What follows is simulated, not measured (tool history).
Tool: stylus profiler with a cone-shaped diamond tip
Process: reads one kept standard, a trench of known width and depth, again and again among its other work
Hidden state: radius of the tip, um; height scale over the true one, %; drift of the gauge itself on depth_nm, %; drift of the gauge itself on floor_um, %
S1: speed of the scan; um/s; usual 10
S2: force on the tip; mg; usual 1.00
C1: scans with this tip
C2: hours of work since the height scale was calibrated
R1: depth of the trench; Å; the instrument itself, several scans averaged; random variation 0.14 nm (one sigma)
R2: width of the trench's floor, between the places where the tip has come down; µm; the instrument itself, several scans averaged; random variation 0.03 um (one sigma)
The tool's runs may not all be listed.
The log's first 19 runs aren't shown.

-- hour=1515.4 new tip fitted, height scale calibrated
run 20 hour=1525.4 | S1=14 S2=1.00 | C1=85 C2=7 | R1=5020.4 R2=27.20
run 21 hour=1618.9 | S1=2 S2=1.40 | C1=883 C2=68 | R1=5026.7 R2=27.35
run 22 hour=1688.6 | S1=17 S2=2.20 | C1=1476 C2=114 | R1=5036.7 R2=27.21
run 23 hour=1789.2 | S1=17 S2=0.81 | C1=2334 C2=180 | R1=5020.8 R2=27.21
run 24 hour=1837.6 | S1=33 S2=2.40 | C1=2746 C2=212 | R1=5039.5 R2=27.17
run 25 hour=1929.5 | S1=35 S2=2.40 | C1=3530 C2=272 | R1=5040.0 R2=27.16
run 26 hour=2000.0 | S1=35 S2=2.40 | C1=4131 C2=319 | R1=5039.3 R2=27.20
run 27 hour=2043.3 | S1=3 S2=0.90 | C1=4500 C2=347 | R1=5020.1 R2=27.27
run 28 hour=2112.4 | S1=3 S2=0.35 | C1=5088 C2=392 | R1=5008.7 R2=27.27
run 29 hour=2201.6 | S1=7 S2=1.00 | C1=5849 C2=451 | R1=5023.8 R2=27.32
run 30 hour=2304.9 | S1=11 S2=0.42 | C1=6729 C2=519 | R1=5011.8 R2=27.22
run 31 hour=2351.5 | S1=18 S2=1.00 | C1=7127 C2=550 | R1=5020.5 R2=27.24
run 32 hour=2398.2 | S1=13 S2=1.13 | C1=7525 C2=580 | R1=5025.9 R2=27.26
run 33 hour=2481.1 | S1=4 S2=0.90 | C1=8231 C2=635 | R1=5016.9 R2=27.29

Forecast each of these 4 alternatives for the next run:
run A hour=2544.1 | S1=6 S2=1.67 | C1=8768 C2=676 | R1=? R2=?
run B hour=2544.1 | S1=10 S2=1.00 | C1=8768 C2=676 | R1=? R2=?
run C hour=2544.1 | S1=35 S2=1.42 | C1=8768 C2=676 | R1=? R2=?
run D hour=2544.1 | S1=16 S2=1.54 | C1=8768 C2=676 | R1=? R2=?

run=A R1=5029.7 R2=27.30
run=B R1=5023.6 R2=27.25
run=C R1=5028.0 R2=27.07
run=D R1=5029.8 R2=27.26
Without the tool's hidden state the same runs would have given:
run=A R1=5029.7 R2=27.31
run=B R1=5023.6 R2=27.26
run=C R1=5028.1 R2=27.07
run=D R1=5029.9 R2=27.27
